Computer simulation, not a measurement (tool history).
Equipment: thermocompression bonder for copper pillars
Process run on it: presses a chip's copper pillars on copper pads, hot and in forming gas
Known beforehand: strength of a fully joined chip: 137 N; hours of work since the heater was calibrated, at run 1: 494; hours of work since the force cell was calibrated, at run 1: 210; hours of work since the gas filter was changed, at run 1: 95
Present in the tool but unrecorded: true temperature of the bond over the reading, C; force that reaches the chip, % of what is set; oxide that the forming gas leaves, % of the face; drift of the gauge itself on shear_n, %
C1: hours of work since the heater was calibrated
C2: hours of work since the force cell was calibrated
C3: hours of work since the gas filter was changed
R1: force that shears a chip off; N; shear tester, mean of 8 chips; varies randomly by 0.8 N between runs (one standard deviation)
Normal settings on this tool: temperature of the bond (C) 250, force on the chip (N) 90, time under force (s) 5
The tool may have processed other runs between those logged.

{"run": 1, "day": 0.0, "temperature of the bond (C)": 250, "force on the chip (N)": 90, "time under force (s)": 5, "C1": 494, "C2": 210, "C3": 95, "R1": 58.0}
{"run": 2, "day": 0.329, "temperature of the bond (C)": 250, "force on the chip (N)": 90, "time under force (s)": 5, "C1": 498, "C2": 215, "C3": 99, "R1": 57.5}
{"run": 3, "day": 0.662, "temperature of the bond (C)": 227, "force on the chip (N)": 90, "time under force (s)": 5, "C1": 502, "C2": 219, "C3": 104, "R1": 41.0}
{"run": 4, "day": 0.854, "temperature of the bond (C)": 250, "force on the chip (N)": 90, "time under force (s)": 5, "C1": 505, "C2": 222, "C3": 107, "R1": 56.5}
{"run": 5, "day": 1.158, "temperature of the bond (C)": 250, "force on the chip (N)": 90, "time under force (s)": 5, "C1": 509, "C2": 226, "C3": 111, "R1": 56.1}
{"run": 6, "day": 1.542, "temperature of the bond (C)": 250, "force on the chip (N)": 90, "time under force (s)": 5, "C1": 514, "C2": 231, "C3": 116, "R1": 57.3}
{"run": 7, "day": 1.808, "temperature of the bond (C)": 250, "force on the chip (N)": 90, "time under force (s)": 5, "C1": 518, "C2": 235, "C3": 119, "R1": 58.0}
{"run": 8, "day": 2.104, "temperature of the bond (C)": 250, "force on the chip (N)": 90, "time under force (s)": 5, "C1": 522, "C2": 239, "C3": 123, "R1": 57.7}
{"run": 9, "day": 2.442, "temperature of the bond (C)": 250, "force on the chip (N)": 90, "time under force (s)": 5, "C1": 526, "C2": 243, "C3": 128, "R1": 56.8}
{"run": 10, "day": 2.804, "temperature of the bond (C)": 238, "force on the chip (N)": 90, "time under force (s)": 5, "C1": 531, "C2": 248, "C3": 133, "R1": 48.2}
{"run": 11, "day": 3.204, "temperature of the bond (C)": 238, "force on the chip (N)": 90, "time under force (s)": 12, "C1": 537, "C2": 253, "C3": 138, "R1": 66.5}
{"run": 12, "day": 3.588, "temperature of the bond (C)": 250, "force on the chip (N)": 90, "time under force (s)": 11, "C1": 542, "C2": 259, "C3": 143, "R1": 75.5}
{"run": 13, "day": 3.929, "temperature of the bond (C)": 250, "force on the chip (N)": 90, "time under force (s)": 11, "C1": 546, "C2": 263, "C3": 148, "R1": 76.4}
{"run": 14, "day": 4.108, "temperature of the bond (C)": 250, "force on the chip (N)": 90, "time under force (s)": 11, "C1": 549, "C2": 266, "C3": 150, "R1": 73.1}
{"run": 15, "day": 4.433, "temperature of the bond (C)": 250, "force on the chip (N)": 58, "time under force (s)": 11, "C1": 553, "C2": 270, "C3": 155, "R1": 55.0}
{"run": 16, "day": 4.821, "temperature of the bond (C)": 250, "force on the chip (N)": 58, "time under force (s)": 11, "C1": 558, "C2": 275, "C3": 160, "R1": 54.0}

Forecast run 17:
{"run": 17, "day": 5.233, "temperature of the bond (C)": 250, "force on the chip (N)": 90, "time under force (s)": 5, "C1": 564, "C2": 281, "C3": 165, "R1": "?"}

Logged for run 17: R1 55.5 N.
On a tool with no hidden condition, and with the same random variation, this run would have come out at R1 61.6 N.
